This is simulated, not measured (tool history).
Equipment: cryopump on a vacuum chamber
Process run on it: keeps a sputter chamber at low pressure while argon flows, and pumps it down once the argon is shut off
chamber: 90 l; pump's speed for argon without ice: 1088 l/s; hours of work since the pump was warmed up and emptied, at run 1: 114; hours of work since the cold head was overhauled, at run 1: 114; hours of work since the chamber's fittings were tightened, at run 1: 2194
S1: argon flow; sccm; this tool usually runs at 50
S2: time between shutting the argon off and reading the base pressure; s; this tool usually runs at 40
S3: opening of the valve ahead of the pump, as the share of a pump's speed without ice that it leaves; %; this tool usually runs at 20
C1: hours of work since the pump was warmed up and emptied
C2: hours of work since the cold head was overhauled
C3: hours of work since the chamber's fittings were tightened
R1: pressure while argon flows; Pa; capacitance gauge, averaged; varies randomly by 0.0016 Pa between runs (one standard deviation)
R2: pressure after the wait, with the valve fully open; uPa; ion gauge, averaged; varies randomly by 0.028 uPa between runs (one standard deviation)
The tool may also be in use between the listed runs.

run	hour	S1	S2	S3	C1	C2	C3	R1	R2
1	0	50	40	20	114	114	2194	0.3916	4.53
2	10.1	38	40	20	120	120	2200	0.2972	4.33
3	31.7	38	40	20	132	132	2212	0.2993	4.51
4	48.9	38	40	20	142	142	2222	0.2996	4.56
5	66.3	38	40	20	152	152	2232	0.2989	4.59
6	84.1	38	40	20	162	162	2242	0.2987	4.67
7	106	38	40	20	175	175	2254	0.2984	4.54
8	118.7	50	40	20	182	182	2262	0.3905	4.75
9	132.2	50	40	20	190	190	2269	0.3933	4.62
10	141.7	50	47	20	195	195	2275	0.3946	4.54
11	153.1	50	47	20	202	202	2281	0.395	4.53
12	175	50	118	20	214	214	2294	0.3954	4.07
13	194.7	50	127	20	225	225	2305	0.3957	4.18
14	206.9	50	127	20	232	232	2312	0.3946	4.13
15	224.5	50	261	20	242	242	2322	0.3966	3.99
16	235.4	50	261	20	248	248	2328	0.3957	4.02
17	252.5	50	187	20	258	258	2338	0.3952	4.1
18	270.7	50	40	16	268	268	2348	0.4955	4.85
19	285.4	50	20	18	277	277	2356	0.4402	5.8
20	295.3	43	40	20	282	282	2362	0.3404	4.98
21	310.2	27	22	17	291	291	2371	0.2488	5.9
22	322	66	46	55	298	298	2377	0.1982	4.86
23	339.4	66	46	55	308	308	2387	0.1956	5.11
24	348.7	66	46	55	313	313	2392	0.197	4.83
25	370.2	46	24	34	325	325	2405	0.2168	5.77
26	381	41	40	20	331	331	2411	0.3253	5.11
27	399	50	40	39	341	341	2421	0.2078	5.25
28	412.5	31	45	25	349	349	2429	0.1978	5.14
29	428.4	21	233	19	358	358	2438	0.176	4.5
30	437.6	50	250	31	363	363	2443	0.26	4.26
31	448.8	50	250	31	370	370	2449	0.2635	4.38
32	461.9	50	247	54	377	377	2457	0.1545	4.49
33	473	34	65	49	384	384	2463	0.115	4.89
# hour 483.4: leaking fittings of the chamber tightened, without venting
34	492.7	39	40	25	394	394	5	0.2525	1.41

Same runs, no hidden state in the tool, same run-to-run variation:
Hidden state present: pump's speed, % of a pump's without ice; cold plate's temperature, K; leak into the chamber, uPa l/s; drift of the gauge itself on working_pa, %; drift of the gauge itself on base_upa, %.
run	R1	R2
1	0.3883	1.29
2	0.2946	1.21
3	0.2965	1.28
4	0.2966	1.3
5	0.2957	1.25
6	0.2953	1.3
7	0.2948	1.22
8	0.3855	1.31
9	0.3881	1.24
10	0.3893	1.12
11	0.3895	1.09
12	0.3895	0.61
13	0.3895	0.61
14	0.3882	0.59
15	0.39	0.45
16	0.389	0.42
17	0.3881	0.47
18	0.4881	1.26
19	0.4326	2.21
20	0.3337	1.27
21	0.2445	2.14
22	0.1873	1.15
23	0.1845	1.22
24	0.1856	1.13
25	0.2086	1.93
26	0.3178	1.31
27	0.1983	1.31
28	0.1918	1.17
29	0.1718	0.47
30	0.2499	0.44
31	0.2531	0.45
32	0.144	0.47
33	0.1077	0.89
34	0.2438	1.32

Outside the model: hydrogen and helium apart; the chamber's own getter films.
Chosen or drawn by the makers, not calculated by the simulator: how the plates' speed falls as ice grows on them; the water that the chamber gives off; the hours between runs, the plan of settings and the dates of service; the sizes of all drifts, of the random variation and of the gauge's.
